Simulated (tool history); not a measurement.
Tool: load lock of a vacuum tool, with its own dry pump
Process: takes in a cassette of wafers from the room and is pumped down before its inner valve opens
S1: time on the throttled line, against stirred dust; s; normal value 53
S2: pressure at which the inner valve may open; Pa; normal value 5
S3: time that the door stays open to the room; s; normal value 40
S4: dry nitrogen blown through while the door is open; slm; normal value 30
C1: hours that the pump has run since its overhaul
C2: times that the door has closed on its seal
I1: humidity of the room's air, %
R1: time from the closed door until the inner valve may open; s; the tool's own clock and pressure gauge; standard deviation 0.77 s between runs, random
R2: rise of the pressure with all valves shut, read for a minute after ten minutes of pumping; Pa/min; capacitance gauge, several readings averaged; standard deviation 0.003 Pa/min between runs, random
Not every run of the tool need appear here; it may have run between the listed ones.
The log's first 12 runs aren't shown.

run,hour,S1,S2,S3,S4,C1,C2,I1,R1,R2
13,1677.2,53,5,40,11,5152,7174,45.1,121,0.065
14,1762.8,53,5,40,11,5237,7540,45.4,119.3,0.071
15,1936.7,53,5,40,30,5411,8284,42.5,120.7,0.054
16,2069.2,53,5,40,30,5544,8851,44.5,121.8,0.057
17,2246.3,53,5,40,30,5721,9609,42.4,119.6,0.064
18,2438.8,53,5,40,30,5913,10432,44.8,119.5,0.07
19,2633.2,53,5,40,30,6108,11264,43.4,121.2,0.085
20,2789.1,53,7,86,18,6264,11931,46.6,119.1,0.094
21,2976.9,26,4,136,17,6452,12734,41.8,101.8,0.103
22,3167.8,53,6,40,13,6642,13550,43.1,120.9,0.106
23,3256.3,84,6,65,11,6731,13929,43.6,145.2,0.107
24,3421.9,53,5,29,23,6896,14638,46.8,121.1,0.102
25,3578,53,5,29,23,7053,15305,43.8,123.3,0.109
26,3691.7,34,5,106,30,7166,15792,45.3,106.8,0.121
27,3810,34,5,106,30,7285,16298,43.6,107,0.127
28,4005.3,34,8,40,30,7480,17133,43.3,102.9,0.125
29,4092.4,53,5,40,28,7567,17506,42.8,122.1,0.127
30,4219.2,93,9,88,28,7694,18048,44.1,151.6,0.141
31,4341.1,93,9,88,28,7816,18570,46.5,149.6,0.145
32,4485.1,93,9,88,28,7960,19186,44.4,150.7,0.154
33,4662.2,53,7,40,30,8137,19943,44.8,120.2,0.147
34,4775.4,34,7,40,30,8250,20427,42,104.3,0.159
35,4979.1,99,7,112,30,8454,21299,45.2,157.2,0.178
36,5074.9,99,7,112,30,8550,21709,44.8,156.1,0.179
37,5186.9,48,7,112,30,8662,22188,44.6,114.4,0.185

Here are 3 independent what-if runs from the current tool condition. What would each one return?
A,5309.6,53,6,40,30,8784,22713,43.1,?,?
B,5309.6,48,7,112,24,8784,22713,45,?,?
C,5309.6,48,7,105,30,8784,22713,43.9,?,?

run,R1,R2
A,121.2,0.182
B,116.7,0.183
C,115.3,0.189
With the hidden condition removed and each run's random variation left untouched, the same runs would have given:
run,R1,R2
A,116.6,0.019
B,112.1,0.022
C,110.9,0.027
